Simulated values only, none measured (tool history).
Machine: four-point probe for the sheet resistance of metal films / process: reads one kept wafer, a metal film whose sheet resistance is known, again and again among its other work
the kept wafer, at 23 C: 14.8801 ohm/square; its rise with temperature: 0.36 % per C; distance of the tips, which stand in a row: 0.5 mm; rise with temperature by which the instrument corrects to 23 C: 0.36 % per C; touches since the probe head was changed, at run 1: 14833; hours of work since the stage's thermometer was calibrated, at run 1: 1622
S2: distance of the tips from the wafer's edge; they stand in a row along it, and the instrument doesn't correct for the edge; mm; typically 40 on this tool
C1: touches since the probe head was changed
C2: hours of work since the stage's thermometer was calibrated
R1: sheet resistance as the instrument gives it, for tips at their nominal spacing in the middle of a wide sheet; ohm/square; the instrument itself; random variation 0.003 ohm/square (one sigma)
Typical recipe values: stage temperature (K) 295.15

Run 1, day 0: usual settings; C1 14833; C2 1622. Result: R1 14.89515 ohm/square.
Run 2, day 1.267: usual settings; C1 15322; C2 1639. Result: R1 14.895487 ohm/square.
Run 3, day 2.792: usual settings; C1 15910; C2 1659. Result: R1 14.891886 ohm/square.
Run 4, day 3.733: usual settings; C1 16273; C2 1671. Result: R1 14.887601 ohm/square.
Run 5, day 5.021: usual settings; C1 16769; C2 1688. Result: R1 14.890189 ohm/square.
Run 6, day 6.708: usual settings but stage temperature (K) 304.15; C1 17420; C2 1710. Result: R1 14.892469 ohm/square.
Run 7, day 8.004: usual settings but stage temperature (K) 304.15; C1 17918; C2 1727. Result: R1 14.893092 ohm/square.
Run 8, day 9: usual settings but stage temperature (K) 304.15; C1 18303; C2 1741. Result: R1 14.891738 ohm/square.
Run 9, day 9.788: usual settings but stage temperature (K) 304.15; C1 18606; C2 1751. Result: R1 14.893262 ohm/square.
Run 10, day 10.929: usual settings but stage temperature (K) 304.15; C1 19047; C2 1766. Result: R1 14.89633 ohm/square.
Run 11, day 12.721: usual settings but stage temperature (K) 304.15; C1 19738; C2 1790. Result: R1 14.889316 ohm/square.
Run 12, day 14.488: usual settings but stage temperature (K) 304.15; C1 20418; C2 1813. Result: R1 14.89129 ohm/square.
Run 13, day 15.688: usual settings but stage temperature (K) 293.15; C1 20882; C2 1829. Result: R1 14.888189 ohm/square.
Run 14, day 16.708: usual settings but stage temperature (K) 299.15; C1 21276; C2 1842. Result: R1 14.887722 ohm/square.
Run 15, day 17.912: usual settings but stage temperature (K) 299.15; C1 21739; C2 1858. Result: R1 14.898428 ohm/square.
Run 16, day 19.354: usual settings but stage temperature (K) 299.15; C1 22295; C2 1877. Result: R1 14.888681 ohm/square.
Run 17, day 20.962: usual settings; C1 22915; C2 1898. Result: R1 14.890647 ohm/square.
Run 18, day 22.712: usual settings but S2 9 mm; C1 23590; C2 1922. Result: R1 14.916819 ohm/square.
Run 19, day 24.425: usual settings but S2 3 mm; C1 24250; C2 1944. Result: R1 15.113789 ohm/square.
Run 20, day 25.208: usual settings but S2 3 mm; C1 24553; C2 1954. Result: R1 15.112198 ohm/square.
Run 21, day 26.833: usual settings but S2 3 mm; C1 25178; C2 1976. Result: R1 15.111185 ohm/square.
Run 22, day 27.621: usual settings but stage temperature (K) 301.15; C1 25483; C2 1986. Result: R1 14.895792 ohm/square.
Run 23, day 29.333: usual settings but stage temperature (K) 299.15, S2 5 mm; C1 26142; C2 2009. Result: R1 14.968371 ohm/square.
Run 24, day 30.562: usual settings but stage temperature (K) 304.15, S2 35 mm; C1 26616; C2 2025. Result: R1 14.895581 ohm/square.
Run 25, day 31.95: usual settings but S2 7 mm; C1 27151; C2 2043. Result: R1 14.932174 ohm/square.
Run 26, day 33.342: usual settings but stage temperature (K) 303.15, S2 17 mm; C1 27687; C2 2062. Result: R1 14.898222 ohm/square.
Run 27, day 34.917: usual settings but stage temperature (K) 293.15, S2 9 mm; C1 28294; C2 2083. Result: R1 14.91517 ohm/square.
Run 28, day 36.012: usual settings but stage temperature (K) 292.15, S2 15 mm; C1 28718; C2 2097. Result: R1 14.900304 ohm/square.
Run 29, day 37.767: usual settings but stage temperature (K) 301.15, S2 6 mm; C1 29394; C2 2120. Result: R1 14.951318 ohm/square.
At day 37.946: stage's thermometer calibrated.
Run 30, day 38.704: usual settings but stage temperature (K) 301.15, S2 6 mm; C1 29747; C2 10. Result: R1 14.902722 ohm/square.
Run 31, day 39.779: usual settings but stage temperature (K) 301.15, S2 6 mm; C1 30162; C2 24. Result: R1 14.892563 ohm/square.
Run 32, day 40.654: usual settings but stage temperature (K) 301.15, S2 6 mm; C1 30499; C2 36. Result: R1 14.899604 ohm/square.
Run 33, day 41.621: usual settings but stage temperature (K) 304.15, S2 16 mm; C1 30871; C2 48. Result: R1 14.852203 ohm/square.
Run 34, day 43.229: usual settings but stage temperature (K) 303.15, S2 10 mm; C1 31492; C2 70. Result: R1 14.869245 ohm/square.
Run 35, day 44.425: usual settings but stage temperature (K) 299.15, S2 34 mm; C1 31953; C2 85. Result: R1 14.848715 ohm/square.
Run 36, day 45.421: usual settings but stage temperature (K) 301.15, S2 38 mm; C1 32336; C2 99. Result: R1 14.842411 ohm/square.
Run 37, day 46.608: usual settings but stage temperature (K) 301.15, S2 38 mm; C1 32794; C2 114. Result: R1 14.844307 ohm/square.
Run 38, day 48.446: usual settings but stage temperature (K) 296.15, S2 38 mm; C1 33504; C2 139. Result: R1 14.843507 ohm/square.
Run 39, day 50.062: usual settings but stage temperature (K) 296.15, S2 38 mm; C1 34126; C2 160. Result: R1 14.84114 ohm/square.
Run 40, day 51.175: usual settings but stage temperature (K) 296.15, S2 28 mm; C1 34555; C2 175. Result: R1 14.847287 ohm/square.
Run 41, day 52.167: usual settings but S2 38 mm; C1 34937; C2 188. Result: R1 14.847763 ohm/square.
Run 42, day 53.867: usual settings but stage temperature (K) 293.15, S2 9 mm; C1 35593; C2 210. Result: R1 14.868375 ohm/square.
Run 43, day 55.075: usual settings but stage temperature (K) 296.15; C1 36059; C2 226. Result: R1 14.844599 ohm/square.
Run 44, day 56.592: usual settings but stage temperature (K) 292.15, S2 20 mm; C1 36643; C2 246. Result: R1 14.851563 ohm/square.

Here are 4 independent what-if runs from the current tool condition. What would each one return?
Run A, day 58.396: usual settings but stage temperature (K) 292.15, S2 44 mm; C1 37339; C2 270. Result: R1 ?.
Run B, day 58.396: usual settings but S2 9 mm; C1 37339; C2 270. Result: R1 ?.
Run C, day 58.396: usual settings but S2 20 mm; C1 37339; C2 270. Result: R1 ?.
Run D, day 58.396: usual settings but S2 20 mm; C1 37339; C2 270. Result: R1 ?.

run         R1
  A  14.849512
  B  14.872205
  C  14.844248
  D  14.845054
Had the tool no hidden state, the same runs would have come out as:
run         R1
  A  14.885421
  B   14.90823
  C   14.88021
  D  14.881018
